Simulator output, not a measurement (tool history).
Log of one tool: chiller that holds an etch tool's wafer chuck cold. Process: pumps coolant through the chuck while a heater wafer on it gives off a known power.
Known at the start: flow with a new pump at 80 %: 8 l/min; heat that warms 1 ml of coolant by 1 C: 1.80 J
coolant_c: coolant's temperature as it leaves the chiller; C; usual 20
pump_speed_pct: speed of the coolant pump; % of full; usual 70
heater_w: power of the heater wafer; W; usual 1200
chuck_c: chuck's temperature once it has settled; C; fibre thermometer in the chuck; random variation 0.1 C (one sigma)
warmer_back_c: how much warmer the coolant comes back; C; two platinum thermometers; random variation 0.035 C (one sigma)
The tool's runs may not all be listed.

run 1 day=0.000 | coolant_c=20 pump_speed_pct=70 heater_w=1200 | chuck_c=30.9 warmer_back_c=5.78
run 2 day=4.112 | coolant_c=20 pump_speed_pct=70 heater_w=1200 | chuck_c=30.7 warmer_back_c=5.83
run 3 day=7.812 | coolant_c=20 pump_speed_pct=70 heater_w=1200 | chuck_c=30.8 warmer_back_c=5.74
run 4 day=12.438 | coolant_c=20 pump_speed_pct=70 heater_w=1200 | chuck_c=30.7 warmer_back_c=5.75
run 5 day=16.054 | coolant_c=20 pump_speed_pct=86 heater_w=1200 | chuck_c=28.9 warmer_back_c=4.70
run 6 day=18.796 | coolant_c=12 pump_speed_pct=70 heater_w=1200 | chuck_c=22.6 warmer_back_c=5.75
run 7 day=21.188 | coolant_c=12 pump_speed_pct=70 heater_w=1200 | chuck_c=22.9 warmer_back_c=5.80
run 8 day=24.067 | coolant_c=20 pump_speed_pct=70 heater_w=1200 | chuck_c=30.9 warmer_back_c=5.74
-- day=25.575 chiller's thermometer calibrated
run 9 day=27.025 | coolant_c=20 pump_speed_pct=70 heater_w=1200 | chuck_c=30.8 warmer_back_c=5.81
run 10 day=29.138 | coolant_c=20 pump_speed_pct=70 heater_w=1200 | chuck_c=30.8 warmer_back_c=5.73
run 11 day=32.725 | coolant_c=20 pump_speed_pct=70 heater_w=1200 | chuck_c=30.9 warmer_back_c=5.76
run 12 day=36.467 | coolant_c=22 pump_speed_pct=70 heater_w=1200 | chuck_c=32.9 warmer_back_c=5.76
run 13 day=40.904 | coolant_c=22 pump_speed_pct=70 heater_w=1200 | chuck_c=32.9 warmer_back_c=5.80
run 14 day=42.971 | coolant_c=19 pump_speed_pct=92 heater_w=1672 | chuck_c=30.8 warmer_back_c=5.96
run 15 day=45.288 | coolant_c=20 pump_speed_pct=70 heater_w=1393 | chuck_c=32.5 warmer_back_c=6.78
run 16 day=49.400 | coolant_c=20 pump_speed_pct=67 heater_w=1200 | chuck_c=31.2 warmer_back_c=6.10
run 17 day=52.638 | coolant_c=18 pump_speed_pct=73 heater_w=798 | chuck_c=25.1 warmer_back_c=3.69
run 18 day=56.558 | coolant_c=18 pump_speed_pct=72 heater_w=1352 | chuck_c=29.9 warmer_back_c=6.39
run 19 day=61.221 | coolant_c=18 pump_speed_pct=72 heater_w=1352 | chuck_c=30.1 warmer_back_c=6.34
run 20 day=64.412 | coolant_c=17 pump_speed_pct=87 heater_w=930 | chuck_c=23.9 warmer_back_c=3.54
run 21 day=68.500 | coolant_c=17 pump_speed_pct=87 heater_w=930 | chuck_c=23.9 warmer_back_c=3.55
run 22 day=70.421 | coolant_c=17 pump_speed_pct=87 heater_w=930 | chuck_c=24.1 warmer_back_c=3.52
run 23 day=73.958 | coolant_c=17 pump_speed_pct=88 heater_w=1500 | chuck_c=28.0 warmer_back_c=5.71
run 24 day=77.625 | coolant_c=17 pump_speed_pct=88 heater_w=633 | chuck_c=21.7 warmer_back_c=2.37
run 25 day=82.075 | coolant_c=23 pump_speed_pct=66 heater_w=1200 | chuck_c=34.4 warmer_back_c=6.13

Forecast each of these 3 alternatives for the next run:
run A day=85.104 | coolant_c=16 pump_speed_pct=79 heater_w=1200 | chuck_c=? warmer_back_c=?
run B day=85.104 | coolant_c=20 pump_speed_pct=67 heater_w=1200 | chuck_c=? warmer_back_c=?
run C day=85.104 | coolant_c=24 pump_speed_pct=66 heater_w=1200 | chuck_c=? warmer_back_c=?

run=A chuck_c=25.7 warmer_back_c=5.05
run=B chuck_c=31.4 warmer_back_c=6.05
run=C chuck_c=35.6 warmer_back_c=6.18
Without the tool's hidden state the same runs would have given:
run=A chuck_c=25.7 warmer_back_c=5.04
run=B chuck_c=31.4 warmer_back_c=6.04
run=C chuck_c=35.5 warmer_back_c=6.17
